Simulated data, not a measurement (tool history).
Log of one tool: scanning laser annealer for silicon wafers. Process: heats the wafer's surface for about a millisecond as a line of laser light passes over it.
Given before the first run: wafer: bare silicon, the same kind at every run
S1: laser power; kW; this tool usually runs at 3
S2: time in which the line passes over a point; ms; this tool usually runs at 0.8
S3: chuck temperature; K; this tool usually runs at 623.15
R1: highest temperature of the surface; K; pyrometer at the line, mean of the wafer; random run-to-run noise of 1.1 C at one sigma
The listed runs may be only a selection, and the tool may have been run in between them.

run 1 hour=0 | S1=3 S2=0.8 S3=623.15 | R1=1371.15
run 2 hour=39 | S1=3 S2=0.8 S3=623.15 | R1=1372.15
run 3 hour=80.5 | S1=3 S2=0.8 S3=623.15 | R1=1372.15
run 4 hour=138 | S1=3 S2=0.926 S3=623.15 | R1=1421.15
run 5 hour=184.8 | S1=3 S2=0.926 S3=623.15 | R1=1420.15
run 6 hour=212.1 | S1=3 S2=0.926 S3=623.15 | R1=1421.15
run 7 hour=264.4 | S1=3 S2=0.926 S3=623.15 | R1=1420.15
run 8 hour=317.3 | S1=2.645 S2=0.8 S3=623.15 | R1=1277.15
run 9 hour=354.1 | S1=3 S2=0.611 S3=623.15 | R1=1281.15
run 10 hour=381.1 | S1=3 S2=0.611 S3=623.15 | R1=1283.15
run 11 hour=431.1 | S1=3 S2=0.744 S3=623.15 | R1=1345.15
run 12 hour=469.2 | S1=3 S2=0.744 S3=623.15 | R1=1344.15
-- hour=475.7 window over the wafer cleaned
run 13 hour=501.7 | S1=2.822 S2=0.598 S3=605.15 | R1=1215.15
run 14 hour=539.5 | S1=2.659 S2=0.945 S3=589.15 | R1=1290.15
-- hour=572.3 optics aligned, line set to its width
-- hour=591.2 window over the wafer cleaned, once more
run 15 hour=596.7 | S1=3 S2=0.627 S3=623.15 | R1=1307.15
run 16 hour=632.9 | S1=2.926 S2=0.699 S3=623.15 | R1=1324.15
run 17 hour=660.9 | S1=2.926 S2=0.699 S3=623.15 | R1=1324.15
run 18 hour=685.2 | S1=2.926 S2=0.809 S3=623.15 | R1=1369.15
run 19 hour=730.6 | S1=2.613 S2=0.668 S3=593.15 | R1=1200.15
run 20 hour=768.4 | S1=2.875 S2=0.704 S3=651.15 | R1=1339.15
run 21 hour=803.4 | S1=2.958 S2=0.704 S3=651.15 | R1=1358.15

Predict each of these 4 candidate next runs independently; none follows another, all start after run 21:
run A hour=855.6 | S1=2.67 S2=0.64 S3=660.15 | R1=?
run B hour=855.6 | S1=3.152 S2=0.8 S3=636.15 | R1=?
run C hour=855.6 | S1=2.793 S2=0.573 S3=651.15 | R1=?
run D hour=855.6 | S1=2.958 S2=0.704 S3=656.15 | R1=?

run=A R1=1267.15
run=B R1=1437.15
run=C R1=1259.15
run=D R1=1363.15
The same runs, with their run-to-run variation unchanged, on a tool lacking any hidden condition would have given:
run=A R1=1272.15
run=B R1=1442.15
run=C R1=1264.15
run=D R1=1369.15
